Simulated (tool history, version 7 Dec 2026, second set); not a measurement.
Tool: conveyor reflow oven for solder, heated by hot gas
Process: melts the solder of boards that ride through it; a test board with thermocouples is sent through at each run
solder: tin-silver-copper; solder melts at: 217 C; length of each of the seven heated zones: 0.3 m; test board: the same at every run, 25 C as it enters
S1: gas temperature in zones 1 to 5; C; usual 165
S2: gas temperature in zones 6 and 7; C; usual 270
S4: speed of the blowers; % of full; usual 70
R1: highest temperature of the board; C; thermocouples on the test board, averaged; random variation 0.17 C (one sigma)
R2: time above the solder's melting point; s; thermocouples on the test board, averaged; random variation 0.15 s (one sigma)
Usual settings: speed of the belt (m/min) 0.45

run 1 day=0 | S1=165 S2=270 speed_of_the_belt_(m/min)=0.45 S4=70 | R1=259.8 R2=62.8
run 2 day=0.354 | S1=165 S2=270 speed_of_the_belt_(m/min)=0.45 S4=70 | R1=259.8 R2=63.2
run 3 day=0.521 | S1=165 S2=270 speed_of_the_belt_(m/min)=0.45 S4=70 | R1=259.3 R2=63.2
run 4 day=0.688 | S1=165 S2=270 speed_of_the_belt_(m/min)=0.45 S4=70 | R1=259.9 R2=62.9
run 5 day=0.996 | S1=165 S2=270 speed_of_the_belt_(m/min)=0.45 S4=70 | R1=259.4 R2=63
run 6 day=1.25 | S1=165 S2=259 speed_of_the_belt_(m/min)=0.45 S4=70 | R1=249.5 R2=56.4
run 7 day=1.492 | S1=162 S2=270 speed_of_the_belt_(m/min)=0.45 S4=70 | R1=259.3 R2=61.9
run 8 day=1.662 | S1=162 S2=270 speed_of_the_belt_(m/min)=0.45 S4=70 | R1=259.1 R2=61.8
run 9 day=2.042 | S1=165 S2=270 speed_of_the_belt_(m/min)=0.45 S4=70 | R1=259.7 R2=63.3
run 10 day=2.304 | S1=165 S2=270 speed_of_the_belt_(m/min)=0.45 S4=70 | R1=259.7 R2=63.4
run 11 day=2.65 | S1=165 S2=270 speed_of_the_belt_(m/min)=0.45 S4=70 | R1=259.3 R2=62.5
run 12 day=2.854 | S1=165 S2=270 speed_of_the_belt_(m/min)=0.45 S4=70 | R1=259.7 R2=63.2
run 13 day=3.229 | S1=165 S2=270 speed_of_the_belt_(m/min)=0.45 S4=70 | R1=259.3 R2=62.8
run 14 day=3.662 | S1=165 S2=270 speed_of_the_belt_(m/min)=0.45 S4=70 | R1=259.5 R2=63.1
run 15 day=3.883 | S1=165 S2=270 speed_of_the_belt_(m/min)=0.45 S4=70 | R1=259.1 R2=63
run 16 day=4.129 | S1=170 S2=282 speed_of_the_belt_(m/min)=0.45 S4=53 | R1=268.6 R2=69.2
run 17 day=4.3 | S1=177 S2=273 speed_of_the_belt_(m/min)=0.44 S4=64 | R1=263.7 R2=70.6
run 18 day=4.883 | S1=177 S2=284 speed_of_the_belt_(m/min)=0.45 S4=65 | R1=274.1 R2=73.9
run 19 day=5.112 | S1=177 S2=284 speed_of_the_belt_(m/min)=0.45 S4=65 | R1=273.8 R2=73.6
run 20 day=5.35 | S1=177 S2=284 speed_of_the_belt_(m/min)=0.45 S4=54 | R1=272.6 R2=73.2
run 21 day=5.517 | S1=177 S2=261 speed_of_the_belt_(m/min)=0.412 S4=63 | R1=254.1 R2=70.6
run 22 day=5.733 | S1=177 S2=261 speed_of_the_belt_(m/min)=0.412 S4=63 | R1=254.3 R2=70.9
run 23 day=5.921 | S1=177 S2=261 speed_of_the_belt_(m/min)=0.412 S4=63 | R1=254.4 R2=70.7
run 24 day=6.288 | S1=177 S2=272 speed_of_the_belt_(m/min)=0.374 S4=54 | R1=265.6 R2=85.2
run 25 day=6.546 | S1=177 S2=272 speed_of_the_belt_(m/min)=0.374 S4=54 | R1=265.7 R2=85.4
run 26 day=6.838 | S1=177 S2=271 speed_of_the_belt_(m/min)=0.416 S4=88 | R1=265.5 R2=76.4
run 27 day=7.046 | S1=177 S2=271 speed_of_the_belt_(m/min)=0.416 S4=88 | R1=265.8 R2=77.1
run 28 day=7.442 | S1=178 S2=271 speed_of_the_belt_(m/min)=0.436 S4=76 | R1=264.1 R2=72.6
run 29 day=7.775 | S1=173 S2=270 speed_of_the_belt_(m/min)=0.427 S4=70 | R1=262.2 R2=71.3
run 30 day=8.033 | S1=165 S2=270 speed_of_the_belt_(m/min)=0.512 S4=70 | R1=255.6 R2=52.6

Not shown: 2 entries that the log had between the listed runs. Between which runs, and how does the tool's hidden state differ before and after?
Between runs 13 and 14: flux residue cleaned out of gas plates and filters (day 3.462)
  heat that the gas passes to the board, % of a clean oven's: 96.9 -> 96.5; true gas temperature in zones 6 and 7 over the reading, C: 1.82 -> 1.83
  measured less the result without the state, R1: +1.1 -> +1 C; R2: +0.5 -> +0.4 s
Between runs 17 and 18: flux residue cleaned out of gas plates and filters, once more (day 4.754)
  heat that the gas passes to the board, % of a clean oven's: 96.4 -> 99.2; true gas temperature in zones 6 and 7 over the reading, C: 1.85 -> 1.87
  measured less the result without the state, R1: +1.1 -> +1.6 C; R2: +0.4 -> +0.6 s

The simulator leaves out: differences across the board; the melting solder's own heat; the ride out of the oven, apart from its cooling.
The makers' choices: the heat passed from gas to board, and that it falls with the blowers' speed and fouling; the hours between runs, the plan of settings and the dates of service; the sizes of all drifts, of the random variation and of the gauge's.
